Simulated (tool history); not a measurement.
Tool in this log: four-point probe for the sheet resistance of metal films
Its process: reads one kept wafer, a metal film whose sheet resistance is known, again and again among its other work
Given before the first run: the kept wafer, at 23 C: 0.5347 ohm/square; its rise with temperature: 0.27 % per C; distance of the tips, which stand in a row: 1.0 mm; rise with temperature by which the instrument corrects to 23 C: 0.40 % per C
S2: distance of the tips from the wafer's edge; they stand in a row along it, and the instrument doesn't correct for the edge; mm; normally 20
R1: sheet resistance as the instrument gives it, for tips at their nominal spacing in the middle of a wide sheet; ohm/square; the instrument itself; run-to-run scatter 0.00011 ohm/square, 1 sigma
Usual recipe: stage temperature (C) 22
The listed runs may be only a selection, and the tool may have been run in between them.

{"run": 1, "hour": 0.0, "stage temperature (C)": 22, "S2": 20, "R1": 0.535962}
{"run": 2, "hour": 106.8, "stage temperature (C)": 22, "S2": 15, "R1": 0.53664}
{"run": 3, "hour": 237.2, "stage temperature (C)": 22, "S2": 15, "R1": 0.536693}
{"run": 4, "hour": 355.7, "stage temperature (C)": 20, "S2": 20, "R1": 0.537376}
{"run": 5, "hour": 435.0, "stage temperature (C)": 19, "S2": 20, "R1": 0.538011}
{"hour": 514.7, "done": "stage's thermometer calibrated"}
{"run": 6, "hour": 521.1, "stage temperature (C)": 19, "S2": 20, "R1": 0.538103}
{"run": 7, "hour": 653.0, "stage temperature (C)": 22, "S2": 65, "R1": 0.535251}
{"run": 8, "hour": 752.3, "stage temperature (C)": 22, "S2": 65, "R1": 0.535331}
{"run": 9, "hour": 822.5, "stage temperature (C)": 22, "S2": 20, "R1": 0.535961}
{"hour": 896.7, "done": "new probe head fitted"}
{"run": 10, "hour": 937.9, "stage temperature (C)": 22, "S2": 20, "R1": 0.536159}
{"run": 11, "hour": 1008.7, "stage temperature (C)": 22, "S2": 20, "R1": 0.536088}
{"run": 12, "hour": 1065.0, "stage temperature (C)": 22, "S2": 16, "R1": 0.536451}
{"run": 13, "hour": 1144.2, "stage temperature (C)": 34, "S2": 28, "R1": 0.527833}
{"run": 14, "hour": 1228.3, "stage temperature (C)": 34, "S2": 28, "R1": 0.527792}
{"run": 15, "hour": 1347.1, "stage temperature (C)": 22, "S2": 6, "R1": 0.543267}
{"run": 16, "hour": 1455.1, "stage temperature (C)": 34, "S2": 65, "R1": 0.527322}
{"run": 17, "hour": 1521.5, "stage temperature (C)": 19, "S2": 20, "R1": 0.538018}
{"run": 18, "hour": 1613.3, "stage temperature (C)": 24, "S2": 67, "R1": 0.533957}
{"run": 19, "hour": 1720.8, "stage temperature (C)": 24, "S2": 19, "R1": 0.534697}
{"run": 20, "hour": 1778.8, "stage temperature (C)": 33, "S2": 62, "R1": 0.528008}
{"run": 21, "hour": 1905.1, "stage temperature (C)": 32, "S2": 65, "R1": 0.528666}
{"run": 22, "hour": 2037.3, "stage temperature (C)": 31, "S2": 5, "R1": 0.540527}
{"run": 23, "hour": 2156.7, "stage temperature (C)": 25, "S2": 5, "R1": 0.544702}

Consider 3 possible next runs. They are alternatives, not a sequence: every one starts from the tool as it was left by run 23. What does each give?
{"run": "A", "hour": 2264.4, "stage temperature (C)": 31, "S2": 7, "R1": "?"}
{"run": "B", "hour": 2264.4, "stage temperature (C)": 28, "S2": 4, "R1": "?"}
{"run": "C", "hour": 2264.4, "stage temperature (C)": 21, "S2": 9, "R1": "?"}

run=A R1=0.535177
run=B R1=0.548355
run=C R1=0.539684
With no hidden state in the tool, these same runs would have given:
run=A R1=0.535249
run=B R1=0.548428
run=C R1=0.539756
